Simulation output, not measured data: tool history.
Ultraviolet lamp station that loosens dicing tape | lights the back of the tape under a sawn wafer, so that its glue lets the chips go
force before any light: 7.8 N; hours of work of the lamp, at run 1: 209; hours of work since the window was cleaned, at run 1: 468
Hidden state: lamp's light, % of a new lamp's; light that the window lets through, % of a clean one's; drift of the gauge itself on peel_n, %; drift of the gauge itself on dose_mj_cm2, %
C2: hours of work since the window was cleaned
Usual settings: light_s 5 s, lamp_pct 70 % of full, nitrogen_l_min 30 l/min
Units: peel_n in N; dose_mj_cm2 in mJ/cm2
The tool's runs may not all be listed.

{"run": 1, "hour": 0.0, "light_s": 5, "lamp_pct": 70, "nitrogen_l_min": 30, "hours of work of the lamp": 209, "C2": 468, "peel_n": 0.599, "dose_mj_cm2": 462}
{"run": 2, "hour": 22.3, "light_s": 5, "lamp_pct": 85, "nitrogen_l_min": 30, "hours of work of the lamp": 218, "C2": 477, "peel_n": 0.387, "dose_mj_cm2": 554}
{"run": 3, "hour": 42.4, "light_s": 5, "lamp_pct": 85, "nitrogen_l_min": 30, "hours of work of the lamp": 227, "C2": 485, "peel_n": 0.393, "dose_mj_cm2": 556}
{"run": 4, "hour": 59.1, "light_s": 5, "lamp_pct": 85, "nitrogen_l_min": 30, "hours of work of the lamp": 233, "C2": 492, "peel_n": 0.398, "dose_mj_cm2": 547}
{"run": 5, "hour": 78.4, "light_s": 5, "lamp_pct": 70, "nitrogen_l_min": 30, "hours of work of the lamp": 241, "C2": 500, "peel_n": 0.572, "dose_mj_cm2": 455}
{"run": 6, "hour": 100.6, "light_s": 5, "lamp_pct": 70, "nitrogen_l_min": 30, "hours of work of the lamp": 250, "C2": 509, "peel_n": 0.583, "dose_mj_cm2": 454}
{"run": 7, "hour": 128.9, "light_s": 5, "lamp_pct": 70, "nitrogen_l_min": 20, "hours of work of the lamp": 262, "C2": 521, "peel_n": 0.711, "dose_mj_cm2": 453}
{"run": 8, "hour": 144.8, "light_s": 5, "lamp_pct": 70, "nitrogen_l_min": 30, "hours of work of the lamp": 269, "C2": 527, "peel_n": 0.598, "dose_mj_cm2": 448}
{"run": 9, "hour": 158.9, "light_s": 9, "lamp_pct": 76, "nitrogen_l_min": 39, "hours of work of the lamp": 274, "C2": 533, "peel_n": 0.192, "dose_mj_cm2": 877}
{"run": 10, "hour": 189.1, "light_s": 4, "lamp_pct": 99, "nitrogen_l_min": 30, "hours of work of the lamp": 287, "C2": 546, "peel_n": 0.476, "dose_mj_cm2": 506}
{"run": 11, "hour": 201.8, "light_s": 4, "lamp_pct": 70, "nitrogen_l_min": 14, "hours of work of the lamp": 292, "C2": 551, "peel_n": 1.387, "dose_mj_cm2": 354}

Run 12 comes next. What will it give?
{"run": 12, "hour": 221.2, "light_s": 3, "lamp_pct": 62, "nitrogen_l_min": 20, "hours of work of the lamp": 300, "C2": 559, "peel_n": "?", "dose_mj_cm2": "?"}

{"run 12": {"peel_n": 2.072, "dose_mj_cm2": 235}}
Without the tool's hidden state the same run would have given peel_n 1.688 N, dose_mj_cm2 274 mJ/cm2.

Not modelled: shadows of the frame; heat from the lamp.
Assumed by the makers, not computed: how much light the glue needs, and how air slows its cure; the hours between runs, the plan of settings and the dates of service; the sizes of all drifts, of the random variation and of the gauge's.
